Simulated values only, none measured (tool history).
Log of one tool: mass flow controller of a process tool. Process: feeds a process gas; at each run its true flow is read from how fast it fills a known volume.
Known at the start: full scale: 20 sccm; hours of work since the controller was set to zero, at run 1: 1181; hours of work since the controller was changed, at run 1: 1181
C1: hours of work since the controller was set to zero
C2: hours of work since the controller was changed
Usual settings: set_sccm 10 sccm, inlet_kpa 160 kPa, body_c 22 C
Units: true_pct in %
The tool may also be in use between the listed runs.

Run 1, hour 0: usual settings; C1 1181; C2 1181. Result: true_pct 98.51 %.
Run 2, hour 68.6: usual settings but set_sccm 3 sccm; C1 1230; C2 1230. Result: true_pct 97.96 %.
Run 3, hour 168.8: usual settings but set_sccm 8 sccm; C1 1302; C2 1302. Result: true_pct 98.3 %.
Run 4, hour 234.6: usual settings; C1 1349; C2 1349. Result: true_pct 98.43 %.
Run 5, hour 312.3: usual settings; C1 1404; C2 1404. Result: true_pct 98.54 %.
Run 6, hour 451.1: usual settings; C1 1503; C2 1503. Result: true_pct 98.57 %.
Run 7, hour 569: usual settings but body_c 25 C; C1 1587; C2 1587. Result: true_pct 98.69 %.
Run 8, hour 681.1: usual settings but set_sccm 16 sccm; C1 1667; C2 1667. Result: true_pct 99.24 %.
Run 9, hour 801.9: usual settings but set_sccm 16 sccm, inlet_kpa 162 kPa; C1 1754; C2 1754. Result: true_pct 99.18 %.
Run 10, hour 946.4: usual settings but set_sccm 16 sccm, inlet_kpa 162 kPa; C1 1857; C2 1857. Result: true_pct 99.14 %.
Run 11, hour 1034.3: usual settings but set_sccm 16 sccm, inlet_kpa 162 kPa; C1 1920; C2 1920. Result: true_pct 99.2 %.
Run 12, hour 1154.5: usual settings but inlet_kpa 203 kPa; C1 2005; C2 2005. Result: true_pct 98.48 %.
Run 13, hour 1246.3: usual settings but inlet_kpa 203 kPa; C1 2071; C2 2071. Result: true_pct 98.49 %.
Run 14, hour 1351: usual settings but inlet_kpa 203 kPa; C1 2145; C2 2145. Result: true_pct 98.32 %.
Run 15, hour 1422.6: usual settings but inlet_kpa 203 kPa; C1 2197; C2 2197. Result: true_pct 98.26 %.
Run 16, hour 1505.6: usual settings but inlet_kpa 203 kPa, body_c 29 C; C1 2256; C2 2256. Result: true_pct 98.73 %.
Run 17, hour 1650.9: usual settings but inlet_kpa 203 kPa, body_c 29 C; C1 2359; C2 2359. Result: true_pct 98.67 %.
Run 18, hour 1807: usual settings; C1 2471; C2 2471. Result: true_pct 98.62 %.
Run 19, hour 1957.2: usual settings; C1 2578; C2 2578. Result: true_pct 98.46 %.
Run 20, hour 2025.8: usual settings; C1 2627; C2 2627. Result: true_pct 98.54 %.
Run 21, hour 2166.3: usual settings; C1 2727; C2 2727. Result: true_pct 98.45 %.
Run 22, hour 2308.3: usual settings but body_c 29 C; C1 2829; C2 2829. Result: true_pct 98.87 %.
Run 23, hour 2420: usual settings but body_c 29 C; C1 2908; C2 2908. Result: true_pct 98.61 %.
Run 24, hour 2552.3: usual settings but inlet_kpa 213 kPa, body_c 30 C; C1 3003; C2 3003. Result: true_pct 98.81 %.
Run 25, hour 2695: usual settings but set_sccm 3 sccm, inlet_kpa 213 kPa, body_c 30 C; C1 3104; C2 3104. Result: true_pct 98.42 %.
Run 26, hour 2771.3: usual settings but set_sccm 3 sccm, inlet_kpa 213 kPa, body_c 30 C; C1 3159; C2 3159. Result: true_pct 98.39 %.
Run 27, hour 2857.1: usual settings but inlet_kpa 268 kPa; C1 3220; C2 3220. Result: true_pct 98.28 %.
Run 28, hour 2973.1: usual settings but inlet_kpa 268 kPa; C1 3303; C2 3303. Result: true_pct 98.23 %.
Run 29, hour 3098.1: usual settings but inlet_kpa 148 kPa; C1 3392; C2 3392. Result: true_pct 98.45 %.
Run 30, hour 3192.8: usual settings but set_sccm 4 sccm, inlet_kpa 228 kPa; C1 3460; C2 3460. Result: true_pct 98.06 %.
Run 31, hour 3261.3: usual settings but set_sccm 4 sccm, inlet_kpa 228 kPa; C1 3509; C2 3509. Result: true_pct 98 %.
Run 32, hour 3393.4: usual settings but set_sccm 4 sccm, inlet_kpa 228 kPa, body_c 24 C; C1 3603; C2 3603. Result: true_pct 98.08 %.
Run 33, hour 3486.7: usual settings but set_sccm 4 sccm, inlet_kpa 163 kPa, body_c 24 C; C1 3669; C2 3669. Result: true_pct 98.2 %.
Run 34, hour 3560: usual settings but inlet_kpa 140 kPa; C1 3722; C2 3722. Result: true_pct 98.4 %.
Run 35, hour 3646.1: usual settings but inlet_kpa 140 kPa; C1 3783; C2 3783. Result: true_pct 98.42 %.
Run 36, hour 3790: usual settings but set_sccm 12 sccm, inlet_kpa 276 kPa, body_c 29 C; C1 3886; C2 3886. Result: true_pct 98.48 %.
Run 37, hour 3865.8: usual settings but body_c 23 C; C1 3940; C2 3940. Result: true_pct 98.51 %.
Run 38, hour 3945.7: usual settings but inlet_kpa 236 kPa, body_c 23 C; C1 3997; C2 3997. Result: true_pct 98.28 %.
Run 39, hour 4067.1: usual settings but set_sccm 11 sccm, inlet_kpa 236 kPa, body_c 20 C; C1 4084; C2 4084. Result: true_pct 98.36 %.
Run 40, hour 4176.5: usual settings but set_sccm 11 sccm, inlet_kpa 266 kPa, body_c 20 C; C1 4162; C2 4162. Result: true_pct 98.23 %.
Run 41, hour 4293.1: usual settings but inlet_kpa 181 kPa, body_c 28 C; C1 4245; C2 4245. Result: true_pct 98.47 %.

Forecast each of these 3 alternatives for the next run:
Run A, hour 4428.2: usual settings but set_sccm 4 sccm, inlet_kpa 144 kPa, body_c 25 C; C1 4341; C2 4341. Result: true_pct ?.
Run B, hour 4428.2: usual settings; C1 4341; C2 4341. Result: true_pct ?.
Run C, hour 4428.2: usual settings but inlet_kpa 247 kPa; C1 4341; C2 4341. Result: true_pct ?.

run  true_pct
  A      98.4
  B     98.35
  C      98.3
Without the tool's hidden state the same runs would have given:
run  true_pct
  A      98.1
  B     98.65
  C      98.6

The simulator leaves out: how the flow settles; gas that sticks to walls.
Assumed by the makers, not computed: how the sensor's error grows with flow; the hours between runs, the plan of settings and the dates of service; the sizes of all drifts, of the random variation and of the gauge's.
